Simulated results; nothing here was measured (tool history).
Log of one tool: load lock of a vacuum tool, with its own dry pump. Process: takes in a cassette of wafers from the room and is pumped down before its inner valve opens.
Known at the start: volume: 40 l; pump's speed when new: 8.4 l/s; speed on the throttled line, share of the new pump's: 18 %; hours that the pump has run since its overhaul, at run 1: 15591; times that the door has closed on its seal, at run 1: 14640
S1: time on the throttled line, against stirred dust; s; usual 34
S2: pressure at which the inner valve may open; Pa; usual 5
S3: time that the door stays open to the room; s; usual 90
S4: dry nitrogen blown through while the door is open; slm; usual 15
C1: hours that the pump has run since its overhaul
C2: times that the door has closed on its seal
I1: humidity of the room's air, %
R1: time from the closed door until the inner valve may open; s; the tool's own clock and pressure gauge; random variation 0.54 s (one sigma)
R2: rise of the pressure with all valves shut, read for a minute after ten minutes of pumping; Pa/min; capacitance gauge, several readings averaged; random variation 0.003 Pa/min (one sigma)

run	hour	S1	S2	S3	S4	C1	C2	I1	R1	R2
1	0.0	34	5	90	15	15591	14640	45.0	75.8	0.049
2	211.3	34	5	90	15	15802	14985	44.1	76.9	0.041
3	317.3	34	5	90	15	15908	15159	46.8	76.3	0.047
4	503.7	34	5	90	15	16095	15463	45.0	75.0	0.049
5	688.9	34	5	90	7	16280	15766	42.8	75.1	0.055
6	794.5	34	5	90	7	16386	15938	44.7	74.7	0.057
7	994.4	34	5	90	7	16586	16265	43.6	76.1	0.057
8	1095.7	34	9	90	15	16687	16430	41.2	72.2	0.042
9	1290.6	34	9	90	15	16882	16749	46.9	72.9	0.053
10	1393.8	34	5	90	15	16985	16917	48.1	75.7	0.057
11	1548.9	34	5	54	15	17140	17171	47.1	74.6	0.040
# hour 1572.2: dry pump taken out, an overhauled one fitted
12	1719.4	34	5	54	15	147	17439	44.0	75.6	0.037
13	1853.9	34	5	54	15	282	17659	44.7	75.4	0.037
14	1991.1	34	5	54	15	419	17883	45.7	76.1	0.041
15	2109.3	34	5	54	37	537	18076	43.7	75.1	0.023
16	2290.9	34	5	54	37	719	18373	43.1	75.4	0.026
17	2505.0	34	5	54	37	933	18723	47.3	75.6	0.027
18	2653.2	34	5	90	15	1081	18965	43.1	75.4	0.044
19	2768.8	34	5	51	18	1197	19154	42.9	75.9	0.036
20	2862.8	34	5	27	15	1291	19308	45.0	75.2	0.029
21	3080.9	67	7	83	42	1509	19664	43.1	102.0	0.027
22	3284.6	67	7	83	42	1712	19997	45.9	100.3	0.028
23	3390.7	22	6	45	42	1818	20170	47.0	65.6	0.023
24	3579.6	51	7	29	15	2007	20479	48.2	88.1	0.034
25	3704.5	51	7	29	15	2132	20683	45.9	87.4	0.034

Forecast each of these 4 alternatives for the next run:
A	3897.6	34	5	179	21	2325	20998	46.6	?	?
B	3897.6	34	7	43	28	2325	20998	46.4	?	?
C	3897.6	25	5	90	40	2325	20998	45.5	?	?
D	3897.6	19	6	90	15	2325	20998	45.8	?	?

run	R1	R2
A	75.9	0.055
B	73.7	0.029
C	68.9	0.033
D	63.4	0.052
Without the tool's hidden state the same runs would have given:
run	R1	R2
A	75.9	0.055
B	73.7	0.029
C	68.9	0.033
D	63.4	0.052

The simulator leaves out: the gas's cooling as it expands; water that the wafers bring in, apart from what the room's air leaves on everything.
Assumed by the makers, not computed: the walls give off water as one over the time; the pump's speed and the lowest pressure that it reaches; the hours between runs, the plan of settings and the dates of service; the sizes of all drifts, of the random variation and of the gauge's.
